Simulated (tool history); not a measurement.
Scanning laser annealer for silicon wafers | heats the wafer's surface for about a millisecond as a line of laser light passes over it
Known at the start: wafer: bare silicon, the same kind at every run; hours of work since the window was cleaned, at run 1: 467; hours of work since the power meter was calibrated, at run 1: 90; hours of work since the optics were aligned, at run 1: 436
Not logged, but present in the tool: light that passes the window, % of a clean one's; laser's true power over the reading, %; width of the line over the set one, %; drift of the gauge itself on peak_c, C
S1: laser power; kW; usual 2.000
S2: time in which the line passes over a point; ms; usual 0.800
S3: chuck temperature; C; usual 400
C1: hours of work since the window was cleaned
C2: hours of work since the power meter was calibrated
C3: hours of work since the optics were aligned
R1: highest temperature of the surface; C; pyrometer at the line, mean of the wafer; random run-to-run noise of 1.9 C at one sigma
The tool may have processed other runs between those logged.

run,hour,S1,S2,S3,C1,C2,C3,R1
1,0.0,2.000,0.800,400,467,90,436,1073
2,7.7,2.000,0.586,400,470,93,440,968
3,14.0,2.000,0.586,400,473,96,443,967
4,20.6,2.000,0.601,400,476,99,446,975
5,30.1,2.000,0.990,400,481,103,450,1152
6,36.6,2.000,0.990,400,484,106,453,1154
7,45.3,1.754,0.800,400,487,110,457,978
8,53.5,2.000,0.677,400,491,114,461,1011
9,59.6,2.000,0.677,400,494,117,464,1012
10,67.4,2.000,0.677,400,498,120,467,1011
11,72.9,2.000,0.677,400,500,123,470,1013
12,77.2,2.000,0.677,400,502,125,472,1008
13,83.2,2.000,0.905,400,505,128,474,1117
14,92.5,2.000,0.905,400,509,132,479,1114
15,96.8,2.000,0.905,400,511,134,481,1117
16,103.1,2.000,0.932,417,514,137,483,1143
17,109.5,2.110,0.624,400,517,140,486,1022
18,117.5,1.779,0.959,431,520,143,490,1075
19,123.4,1.974,0.800,371,523,146,493,1025
# hour 126.8: laser's power meter calibrated
20,134.8,1.974,0.800,371,527,4,497,1033
21,139.8,2.048,0.836,400,529,6,499,1105
22,145.1,1.986,0.836,400,532,8,501,1080
23,153.1,1.879,0.983,400,535,12,505,1099
24,157.9,1.879,0.983,400,537,14,507,1095
25,164.9,1.880,0.611,440,541,17,510,978
26,170.5,1.950,0.800,426,543,20,513,1077
# hour 180.6: laser's power meter calibrated, once more
27,180.6,1.870,0.800,377,546,0,516,994
28,190.1,2.000,0.592,400,551,4,520,964

Below are 4 alternative next runs, each starting from the tool's condition after run 28. Predict each:
A,197.7,2.193,0.840,424,554,8,524,?
B,197.7,2.000,0.800,396,554,8,524,?
C,197.7,1.905,0.767,426,554,8,524,?
D,197.7,2.000,0.583,400,554,8,524,?

run,R1
A,1184
B,1059
C,1038
D,958
Had the tool no hidden state, the same runs would have come out as:
run,R1
A,1229
B,1099
C,1075
D,992
